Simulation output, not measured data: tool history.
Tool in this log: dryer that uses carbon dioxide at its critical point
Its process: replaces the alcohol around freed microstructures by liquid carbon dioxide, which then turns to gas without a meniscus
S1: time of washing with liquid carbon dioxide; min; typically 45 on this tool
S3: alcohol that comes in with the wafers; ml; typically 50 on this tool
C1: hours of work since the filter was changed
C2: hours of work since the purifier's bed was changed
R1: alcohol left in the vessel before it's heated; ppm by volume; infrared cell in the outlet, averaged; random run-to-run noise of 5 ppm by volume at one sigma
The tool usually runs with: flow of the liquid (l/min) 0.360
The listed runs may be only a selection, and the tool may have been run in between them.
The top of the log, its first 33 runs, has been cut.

Run 34, hour 259.1: usual settings but S1 37 min; C1 110; C2 305. Result: R1 182 ppm by volume.
Run 35, hour 269.6: usual settings but flow of the liquid (l/min) 0.357, S3 37 ml; C1 115; C2 310. Result: R1 94 ppm by volume.
Run 36, hour 279.6: usual settings but flow of the liquid (l/min) 0.357, S3 37 ml; C1 119; C2 314. Result: R1 86 ppm by volume.
Run 37, hour 286.8: usual settings but flow of the liquid (l/min) 0.377; C1 123; C2 318. Result: R1 90 ppm by volume.
Run 38, hour 294.3: usual settings but S1 34 min, flow of the liquid (l/min) 0.218; C1 126; C2 321. Result: R1 1436 ppm by volume.
Run 39, hour 299.5: usual settings but S1 34 min, flow of the liquid (l/min) 0.218; C1 128; C2 323. Result: R1 1404 ppm by volume.
Run 40, hour 308.6: usual settings but S1 31 min, flow of the liquid (l/min) 0.428, S3 102 ml; C1 133; C2 327. Result: R1 346 ppm by volume.
Run 41, hour 319.3: usual settings but S1 56 min, flow of the liquid (l/min) 0.487, S3 45 ml; C1 137; C2 332. Result: R1 63 ppm by volume.
Run 42, hour 324.6: usual settings but S1 50 min, S3 56 ml; C1 140; C2 335. Result: R1 77 ppm by volume.
Run 43, hour 332.9: usual settings but S1 57 min, S3 39 ml; C1 144; C2 338. Result: R1 64 ppm by volume.
Run 44, hour 340.0: usual settings but flow of the liquid (l/min) 0.415, S3 58 ml; C1 147; C2 342. Result: R1 73 ppm by volume.
Run 45, hour 350.0: usual settings but S1 37 min, flow of the liquid (l/min) 0.502, S3 57 ml; C1 151; C2 346. Result: R1 79 ppm by volume.
Run 46, hour 355.9: usual settings but S3 98 ml; C1 154; C2 349. Result: R1 147 ppm by volume.
Run 47, hour 361.7: usual settings but S3 98 ml; C1 157; C2 352. Result: R1 147 ppm by volume.

4 ways to go on from here, each from the tool as it stands after run 47. What would each give?
Run A, hour 372.6: usual settings but flow of the liquid (l/min) 0.288, S3 86 ml; C1 162; C2 357. Result: R1 ?.
Run B, hour 372.6: usual settings but S1 34 min, flow of the liquid (l/min) 0.383; C1 162; C2 357. Result: R1 ?.
Run C, hour 372.6: usual settings but S1 43 min, flow of the liquid (l/min) 0.315; C1 162; C2 357. Result: R1 ?.
Run D, hour 372.6: usual settings but S1 30 min, flow of the liquid (l/min) 0.245; C1 162; C2 357. Result: R1 ?.

run    R1
  A   344
  B   228
  C   179
  D  1517
Had the tool no hidden state, the same runs would have come out as:
run    R1
  A   220
  B   132
  C    93
  D  1246
